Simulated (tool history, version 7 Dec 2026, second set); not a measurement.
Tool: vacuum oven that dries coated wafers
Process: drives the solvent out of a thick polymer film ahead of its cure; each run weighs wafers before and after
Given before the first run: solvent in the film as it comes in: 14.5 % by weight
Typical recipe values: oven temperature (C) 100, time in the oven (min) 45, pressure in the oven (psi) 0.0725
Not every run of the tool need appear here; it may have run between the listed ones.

| run | hour | oven temperature (C) | time in the oven (min) | pressure in the oven (psi) | solvent left in the film (%) |
|---|---|---|---|---|---|
| 1 | 0.0 | 100 | 45 | 0.0725 | 1.65 |
| 2 | 16.0 | 100 | 45 | 0.0725 | 1.61 |
| 3 | 25.5 | 106 | 45 | 0.0725 | 0.73 |
| 4 | 40.0 | 100 | 45 | 0.2390 | 2.11 |
| 5 | 54.7 | 100 | 45 | 0.1674 | 1.85 |
| 6 | 70.9 | 100 | 45 | 0.1674 | 1.94 |
| 7 | 82.7 | 100 | 45 | 0.1674 | 1.93 |
| 8 | 93.2 | 100 | 45 | 0.1674 | 1.92 |
| 9 | 101.1 | 92 | 70 | 0.1825 | 2.49 |
| 10 | 114.1 | 92 | 70 | 0.1825 | 2.41 |
| 11 | 121.7 | 98 | 69 | 0.1514 | 1.19 |
| 12 | 133.0 | 111 | 30 | 0.2250 | 1.08 |
| 13 | 145.3 | 100 | 45 | 0.1014 | 1.67 |
| 14 | 156.0 | 100 | 28 | 0.0841 | 3.27 |
| 15 | 169.1 | 100 | 35 | 0.2432 | 2.79 |

Alternative continuations, all from the tool just after run 15; predict every row:
| A | 180.7 | 95 | 60 | 0.2432 | ? |
| B | 180.7 | 89 | 28 | 0.0408 | ? |
| C | 180.7 | 100 | 46 | 0.0725 | ? |
| D | 180.7 | 107 | 32 | 0.2199 | ? |

| run | solvent left in the film (%) |
|---|---|
| A | 2.48 |
| B | 6.52 |
| C | 1.50 |
| D | 1.45 |
With the hidden condition removed and each run's random variation left untouched, the same runs would have given:
| run | solvent left in the film (%) |
|---|---|
| A | 2.64 |
| B | 6.73 |
| C | 1.64 |
| D | 1.57 |

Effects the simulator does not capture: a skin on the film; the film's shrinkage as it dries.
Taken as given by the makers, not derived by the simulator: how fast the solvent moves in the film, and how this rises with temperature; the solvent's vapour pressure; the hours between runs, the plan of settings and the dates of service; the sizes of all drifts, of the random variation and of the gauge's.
